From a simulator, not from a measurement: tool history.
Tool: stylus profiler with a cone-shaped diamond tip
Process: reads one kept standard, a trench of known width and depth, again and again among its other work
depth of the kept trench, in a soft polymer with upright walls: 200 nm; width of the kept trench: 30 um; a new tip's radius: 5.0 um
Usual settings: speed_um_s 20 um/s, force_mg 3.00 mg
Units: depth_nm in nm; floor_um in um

{"run": 1, "hour": 0.0, "speed_um_s": 20, "force_mg": 3.0, "depth_nm": 203.56, "floor_um": 27.09}
{"run": 2, "hour": 59.5, "speed_um_s": 20, "force_mg": 3.0, "depth_nm": 203.59, "floor_um": 27.06}
{"run": 3, "hour": 159.6, "speed_um_s": 20, "force_mg": 1.56, "depth_nm": 202.26, "floor_um": 27.01}
{"run": 4, "hour": 240.3, "speed_um_s": 20, "force_mg": 1.56, "depth_nm": 202.22, "floor_um": 27.02}
{"run": 5, "hour": 308.2, "speed_um_s": 20, "force_mg": 3.0, "depth_nm": 203.49, "floor_um": 27.1}
{"run": 6, "hour": 375.3, "speed_um_s": 20, "force_mg": 3.0, "depth_nm": 203.48, "floor_um": 27.05}
{"run": 7, "hour": 424.4, "speed_um_s": 20, "force_mg": 2.28, "depth_nm": 202.85, "floor_um": 27.07}
{"run": 8, "hour": 527.1, "speed_um_s": 20, "force_mg": 2.28, "depth_nm": 202.91, "floor_um": 27.06}
{"run": 9, "hour": 577.2, "speed_um_s": 20, "force_mg": 2.28, "depth_nm": 202.96, "floor_um": 27.04}
{"hour": 647.2, "done": "height scale calibrated on a step standard"}
{"run": 10, "hour": 673.6, "speed_um_s": 20, "force_mg": 2.28, "depth_nm": 202.93, "floor_um": 27.1}
{"run": 11, "hour": 735.9, "speed_um_s": 20, "force_mg": 3.0, "depth_nm": 203.52, "floor_um": 27.15}
{"run": 12, "hour": 793.6, "speed_um_s": 20, "force_mg": 3.0, "depth_nm": 203.57, "floor_um": 27.07}
{"run": 13, "hour": 850.6, "speed_um_s": 20, "force_mg": 3.0, "depth_nm": 203.56, "floor_um": 27.05}
{"run": 14, "hour": 902.7, "speed_um_s": 20, "force_mg": 3.0, "depth_nm": 203.53, "floor_um": 27.11}
{"run": 15, "hour": 1011.5, "speed_um_s": 20, "force_mg": 3.0, "depth_nm": 203.52, "floor_um": 27.08}
{"run": 16, "hour": 1115.0, "speed_um_s": 20, "force_mg": 3.0, "depth_nm": 203.55, "floor_um": 27.09}
{"run": 17, "hour": 1195.5, "speed_um_s": 20, "force_mg": 3.0, "depth_nm": 203.53, "floor_um": 27.12}
{"hour": 1234.9, "done": "new tip fitted, height scale calibrated"}
{"run": 18, "hour": 1304.4, "speed_um_s": 41, "force_mg": 3.0, "depth_nm": 203.53, "floor_um": 26.93}
{"run": 19, "hour": 1372.6, "speed_um_s": 41, "force_mg": 3.0, "depth_nm": 203.51, "floor_um": 26.99}
{"run": 20, "hour": 1450.9, "speed_um_s": 41, "force_mg": 3.0, "depth_nm": 203.57, "floor_um": 26.91}
{"run": 21, "hour": 1495.9, "speed_um_s": 7, "force_mg": 7.01, "depth_nm": 206.28, "floor_um": 27.21}
{"run": 22, "hour": 1600.2, "speed_um_s": 6, "force_mg": 3.33, "depth_nm": 203.82, "floor_um": 27.17}
{"run": 23, "hour": 1673.9, "speed_um_s": 6, "force_mg": 3.33, "depth_nm": 203.82, "floor_um": 27.17}
{"run": 24, "hour": 1767.3, "speed_um_s": 17, "force_mg": 6.6, "depth_nm": 205.97, "floor_um": 27.12}
{"run": 25, "hour": 1825.7, "speed_um_s": 17, "force_mg": 6.6, "depth_nm": 205.95, "floor_um": 27.08}
{"run": 26, "hour": 1889.5, "speed_um_s": 23, "force_mg": 6.6, "depth_nm": 205.98, "floor_um": 27.14}
{"run": 27, "hour": 1951.4, "speed_um_s": 25, "force_mg": 2.4, "depth_nm": 203.01, "floor_um": 27.08}
{"run": 28, "hour": 2054.0, "speed_um_s": 25, "force_mg": 2.4, "depth_nm": 203.05, "floor_um": 27.07}
{"run": 29, "hour": 2121.7, "speed_um_s": 8, "force_mg": 6.42, "depth_nm": 205.83, "floor_um": 27.18}
{"run": 30, "hour": 2176.4, "speed_um_s": 9, "force_mg": 5.3, "depth_nm": 205.16, "floor_um": 27.21}
{"run": 31, "hour": 2242.0, "speed_um_s": 36, "force_mg": 1.78, "depth_nm": 202.52, "floor_um": 26.98}
{"run": 32, "hour": 2316.1, "speed_um_s": 31, "force_mg": 1.71, "depth_nm": 202.41, "floor_um": 26.93}
{"run": 33, "hour": 2420.8, "speed_um_s": 31, "force_mg": 1.71, "depth_nm": 202.43, "floor_um": 26.97}
{"run": 34, "hour": 2470.5, "speed_um_s": 31, "force_mg": 1.71, "depth_nm": 202.44, "floor_um": 26.97}
{"hour": 2499.6, "done": "height scale calibrated on a step standard"}
{"run": 35, "hour": 2573.4, "speed_um_s": 23, "force_mg": 3.0, "depth_nm": 203.55, "floor_um": 27.08}
{"run": 36, "hour": 2651.1, "speed_um_s": 15, "force_mg": 2.19, "depth_nm": 202.89, "floor_um": 27.12}
{"run": 37, "hour": 2755.2, "speed_um_s": 15, "force_mg": 2.19, "depth_nm": 202.84, "floor_um": 27.09}
{"run": 38, "hour": 2844.4, "speed_um_s": 17, "force_mg": 2.56, "depth_nm": 203.23, "floor_um": 27.11}
{"run": 39, "hour": 2922.5, "speed_um_s": 46, "force_mg": 5.18, "depth_nm": 205.11, "floor_um": 27.0}

Forecast each of these 4 alternatives for the next run:
{"run": "A", "hour": 2969.2, "speed_um_s": 55, "force_mg": 1.31, "depth_nm": "?", "floor_um": "?"}
{"run": "B", "hour": 2969.2, "speed_um_s": 33, "force_mg": 3.24, "depth_nm": "?", "floor_um": "?"}
{"run": "C", "hour": 2969.2, "speed_um_s": 11, "force_mg": 3.0, "depth_nm": "?", "floor_um": "?"}
{"run": "D", "hour": 2969.2, "speed_um_s": 20, "force_mg": 3.0, "depth_nm": "?", "floor_um": "?"}

run=A depth_nm=202.05 floor_um=26.73
run=B depth_nm=203.74 floor_um=27.04
run=C depth_nm=203.55 floor_um=27.14
run=D depth_nm=203.55 floor_um=27.08
Without the tool's hidden state the same runs would have given:
run=A depth_nm=202.05 floor_um=26.75
run=B depth_nm=203.74 floor_um=27.05
run=C depth_nm=203.55 floor_um=27.15
run=D depth_nm=203.55 floor_um=27.10
